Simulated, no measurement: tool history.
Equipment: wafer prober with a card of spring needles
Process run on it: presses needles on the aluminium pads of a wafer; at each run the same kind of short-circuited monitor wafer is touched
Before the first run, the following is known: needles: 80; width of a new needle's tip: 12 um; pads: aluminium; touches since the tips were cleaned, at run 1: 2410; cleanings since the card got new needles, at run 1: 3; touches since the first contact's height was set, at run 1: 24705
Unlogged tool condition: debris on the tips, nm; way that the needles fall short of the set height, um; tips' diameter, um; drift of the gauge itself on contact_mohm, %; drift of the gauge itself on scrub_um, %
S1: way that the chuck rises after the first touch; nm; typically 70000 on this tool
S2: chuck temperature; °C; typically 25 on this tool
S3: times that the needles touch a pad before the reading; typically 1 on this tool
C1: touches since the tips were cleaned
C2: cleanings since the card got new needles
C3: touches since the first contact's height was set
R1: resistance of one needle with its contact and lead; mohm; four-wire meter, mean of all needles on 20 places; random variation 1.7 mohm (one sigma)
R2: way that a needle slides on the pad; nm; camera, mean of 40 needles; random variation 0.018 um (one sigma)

run	hour	S1	S2	S3	C1	C2	C3	R1	R2
1	0.0	70000	25	1	2410	3	24705	206	15140
2	9.5	70000	25	1	5761	3	28056	226	15130
# hour 12.8: tips cleaned on abrasive film
3	15.7	70000	25	1	1026	4	30213	247	15070
4	24.0	70000	54	1	3937	4	33124	237	15110
# hour 32.8: tips cleaned on abrasive film
5	32.8	70000	54	1	0	5	36194	175	15060
6	37.6	70000	54	1	1679	5	37873	203	15090
# hour 45.6: tips cleaned on abrasive film, once more
7	46.6	70000	54	1	353	6	41014	182	15060
8	55.9	70000	25	1	3625	6	44286	221	15080
9	63.7	70000	25	1	6376	6	47037	223	15080
# hour 65.2: tips cleaned on abrasive film
10	71.4	70000	25	1	2182	7	49709	204	15050
11	76.8	70000	25	1	4085	7	51612	220	15050
# hour 84.9: tips cleaned on abrasive film
12	85.6	57000	25	1	270	8	54678	183	12190
13	91.6	57000	25	1	2361	8	56769	227	12190
14	95.9	70000	25	1	3886	8	58294	218	15020
15	101.4	70000	57	1	5818	8	60226	227	15010
# hour 104.8: tips cleaned on abrasive film
16	109.5	70000	57	1	1640	9	63033	206	15010
17	113.7	70000	57	1	3135	9	64528	215	14980
18	120.9	70000	57	1	5669	9	67062	229	15000
# hour 125.1: tips cleaned on abrasive film
19	130.0	56000	44	2	1730	10	70229	201	11930
20	138.6	51000	38	3	4745	10	73244	205	10840
# hour 144.7: tips cleaned on abrasive film
21	147.4	64000	84	3	936	11	76308	185	13640
22	154.3	67000	103	1	3379	11	78751	230	14310
23	163.4	67000	103	1	6566	11	81938	237	14320
# hour 164.3: tips cleaned on abrasive film
24	173.1	67000	103	1	3083	12	85317	225	14270
25	182.5	67000	103	1	6417	12	88651	236	14260
# hour 183.9: tips cleaned on abrasive film
26	191.0	67000	103	1	2478	13	91585	226	14260
27	199.8	85000	32	1	5590	13	94697	214	18170
# hour 203.9: tips cleaned on abrasive film
28	208.9	85000	65	1	1780	14	97879	200	18150
29	217.3	86000	110	1	4714	14	100813	227	18320
# hour 218.5: height of the first contact set anew
# hour 224.0: tips cleaned on abrasive film
30	224.6	89000	121	2	223	15	2127	186	19300
31	230.8	89000	121	2	2406	15	4310	204	19320
32	240.4	89000	121	2	5761	15	7665	209	19290
# hour 244.3: tips cleaned on abrasive film
33	248.8	89000	121	2	1598	16	10609	201	19300
34	257.0	55000	121	2	4473	16	13484	227	11880

Entry by entry between the runs, the difference in hidden state between the last listed run before and the first listed run after:
In the gap between runs 2 and 3: tips cleaned on abrasive film (hour 12.8)
  debris on the tips, nm: 122.5 -> 166.1; way that the needles fall short of the set height, um: 0.33 -> 0.51; tips' diameter, um: 12.12 -> 12.16
  the result without the hidden state subtracted from the measured one, R1: +60 -> +81 mohm; R2: -80 -> -110 nm
In the gap between runs 4 and 5: tips cleaned on abrasive film (hour 32.8)
  debris on the tips, nm: 145.2 -> 6.5; way that the needles fall short of the set height, um: 0.51 -> 0.6; tips' diameter, um: 12.16 -> 12.19
  the result without the hidden state subtracted from the measured one, R1: +68 -> +3 mohm; R2: -110 -> -130 nm
In the gap between runs 6 and 7: tips cleaned on abrasive film, once more (hour 45.6)
  debris on the tips, nm: 71.6 -> 26.6; way that the needles fall short of the set height, um: 0.6 -> 0.67; tips' diameter, um: 12.19 -> 12.22
  the result without the hidden state subtracted from the measured one, R1: +34 -> +13 mohm; R2: -120 -> -150 nm
In the gap between runs 9 and 10: tips cleaned on abrasive film (hour 65.2)
  debris on the tips, nm: 125.4 -> 79.3; way that the needles fall short of the set height, um: 0.67 -> 0.77; tips' diameter, um: 12.22 -> 12.26
  the result without the hidden state subtracted from the measured one, R1: +61 -> +39 mohm; R2: -150 -> -160 nm
In the gap between runs 11 and 12: tips cleaned on abrasive film (hour 84.9)
  debris on the tips, nm: 109.9 -> 21.9; way that the needles fall short of the set height, um: 0.77 -> 0.85; tips' diameter, um: 12.26 -> 12.28
  the result without the hidden state subtracted from the measured one, R1: +55 -> +15 mohm; R2: -170 -> -190 nm
In the gap between runs 15 and 16: tips cleaned on abrasive film (hour 104.8)
  debris on the tips, nm: 123 -> 70.3; way that the needles fall short of the set height, um: 0.85 -> 0.98; tips' diameter, um: 12.28 -> 12.33
  the result without the hidden state subtracted from the measured one, R1: +58 -> +34 mohm; R2: -180 -> -210 nm
In the gap between runs 18 and 19: tips cleaned on abrasive film (hour 125.1)
  debris on the tips, nm: 122.5 -> 72.3; way that the needles fall short of the set height, um: 0.98 -> 1.06; tips' diameter, um: 12.33 -> 12.36
  the result without the hidden state subtracted from the measured one, R1: +59 -> +30 mohm; R2: -220 -> -230 nm
In the gap between runs 20 and 21: tips cleaned on abrasive film (hour 144.7)
  debris on the tips, nm: 116.7 -> 53; way that the needles fall short of the set height, um: 1.06 -> 1.18; tips' diameter, um: 12.36 -> 12.4
  the result without the hidden state subtracted from the measured one, R1: +35 -> +10 mohm; R2: -240 -> -250 nm
In the gap between runs 23 and 24: tips cleaned on abrasive film (hour 164.3)
  debris on the tips, nm: 127.8 -> 101.6; way that the needles fall short of the set height, um: 1.18 -> 1.31; tips' diameter, um: 12.4 -> 12.44
  the result without the hidden state subtracted from the measured one, R1: +61 -> +49 mohm; R2: -260 -> -280 nm
In the gap between runs 25 and 26: tips cleaned on abrasive film (hour 183.9)
  debris on the tips, nm: 127.5 -> 93.4; way that the needles fall short of the set height, um: 1.31 -> 1.44; tips' diameter, um: 12.44 -> 12.49
  the result without the hidden state subtracted from the measured one, R1: +61 -> +46 mohm; R2: -290 -> -310 nm
In the gap between runs 27 and 28: tips cleaned on abrasive film (hour 203.9)
  debris on the tips, nm: 122.8 -> 73.3; way that the needles fall short of the set height, um: 1.44 -> 1.51; tips' diameter, um: 12.49 -> 12.52
  the result without the hidden state subtracted from the measured one, R1: +48 -> +29 mohm; R2: -310 -> -320 nm
In the gap between runs 29 and 30: height of the first contact set anew (hour 218.5); tips cleaned on abrasive film (hour 224.0)
  debris on the tips, nm: 115.4 -> 20.2; way that the needles fall short of the set height, um: 1.51 -> 0.12; tips' diameter, um: 12.52 -> 12.56
  the result without the hidden state subtracted from the measured one, R1: +45 -> +5 mohm; R2: -330 -> -20 nm
In the gap between runs 32 and 33: tips cleaned on abrasive film (hour 244.3)
  debris on the tips, nm: 123.5 -> 71.6; way that the needles fall short of the set height, um: 0.12 -> 0.26; tips' diameter, um: 12.56 -> 12.61
  the result without the hidden state subtracted from the measured one, R1: +28 -> +17 mohm; R2: -30 -> -50 nm

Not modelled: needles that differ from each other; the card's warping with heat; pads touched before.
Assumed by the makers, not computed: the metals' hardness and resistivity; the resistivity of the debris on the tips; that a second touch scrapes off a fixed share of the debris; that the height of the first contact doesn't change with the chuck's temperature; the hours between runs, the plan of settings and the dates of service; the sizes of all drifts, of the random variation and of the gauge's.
